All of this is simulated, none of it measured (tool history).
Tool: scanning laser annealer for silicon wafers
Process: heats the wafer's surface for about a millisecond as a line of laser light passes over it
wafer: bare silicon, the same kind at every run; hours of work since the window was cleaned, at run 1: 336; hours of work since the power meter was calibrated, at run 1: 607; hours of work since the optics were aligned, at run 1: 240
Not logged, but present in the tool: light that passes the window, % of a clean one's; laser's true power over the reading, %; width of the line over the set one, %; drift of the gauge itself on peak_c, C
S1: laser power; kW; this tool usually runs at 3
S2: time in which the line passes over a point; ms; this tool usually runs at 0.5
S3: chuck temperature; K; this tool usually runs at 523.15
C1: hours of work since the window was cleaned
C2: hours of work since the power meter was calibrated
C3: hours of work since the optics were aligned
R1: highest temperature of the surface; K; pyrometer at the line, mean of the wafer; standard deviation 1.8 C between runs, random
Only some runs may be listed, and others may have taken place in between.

run 1 day=0 | S1=3 S2=0.5 S3=523.15 | C1=336 C2=607 C3=240 | R1=1287.15
run 2 day=1.158 | S1=3 S2=0.5 S3=523.15 | C1=350 C2=621 C3=254 | R1=1286.15
run 3 day=2.004 | S1=3 S2=0.5 S3=523.15 | C1=360 C2=631 C3=264 | R1=1286.15
run 4 day=3.412 | S1=2.704 S2=0.5 S3=523.15 | C1=377 C2=648 C3=280 | R1=1198.15
run 5 day=4.525 | S1=2.704 S2=0.5 S3=523.15 | C1=390 C2=661 C3=294 | R1=1203.15
run 6 day=6.342 | S1=3 S2=0.375 S3=523.15 | C1=412 C2=683 C3=315 | R1=1179.15
run 7 day=7.938 | S1=3 S2=0.375 S3=523.15 | C1=430 C2=702 C3=334 | R1=1176.15
run 8 day=9.133 | S1=3 S2=0.549 S3=523.15 | C1=445 C2=716 C3=348 | R1=1325.15
run 9 day=10.717 | S1=3 S2=0.549 S3=523.15 | C1=463 C2=735 C3=367 | R1=1325.15
run 10 day=11.988 | S1=3 S2=0.549 S3=523.15 | C1=479 C2=750 C3=382 | R1=1325.15
run 11 day=13.371 | S1=3 S2=0.549 S3=523.15 | C1=495 C2=766 C3=399 | R1=1323.15
run 12 day=14.967 | S1=3 S2=0.549 S3=561.15 | C1=514 C2=785 C3=418 | R1=1367.15
run 13 day=16.333 | S1=3 S2=0.474 S3=501.15 | C1=530 C2=801 C3=434 | R1=1243.15
run 14 day=17.871 | S1=3.046 S2=0.449 S3=561.15 | C1=548 C2=820 C3=452 | R1=1290.15
-- day=18.638 window over the wafer cleaned
run 15 day=19.796 | S1=2.659 S2=0.528 S3=517.15 | C1=14 C2=841 C3=474 | R1=1200.15
run 16 day=21.092 | S1=3.124 S2=0.453 S3=523.15 | C1=29 C2=857 C3=489 | R1=1285.15
run 17 day=22.408 | S1=3.124 S2=0.453 S3=523.15 | C1=45 C2=873 C3=505 | R1=1283.15
run 18 day=23.729 | S1=3.124 S2=0.478 S3=523.15 | C1=60 C2=888 C3=521 | R1=1306.15
run 19 day=24.967 | S1=3.002 S2=0.385 S3=489.15 | C1=75 C2=903 C3=535 | R1=1153.15
run 20 day=26.762 | S1=2.675 S2=0.499 S3=523.15 | C1=97 C2=924 C3=557 | R1=1188.15

For each entry between runs, how does the tool's hidden state at the last listed run before it compare with that at the first listed run after it?
Logged between run 14 and run 15: window over the wafer cleaned (day 18.638)
  light that passes the window, % of a clean one's: 99.9 -> 100

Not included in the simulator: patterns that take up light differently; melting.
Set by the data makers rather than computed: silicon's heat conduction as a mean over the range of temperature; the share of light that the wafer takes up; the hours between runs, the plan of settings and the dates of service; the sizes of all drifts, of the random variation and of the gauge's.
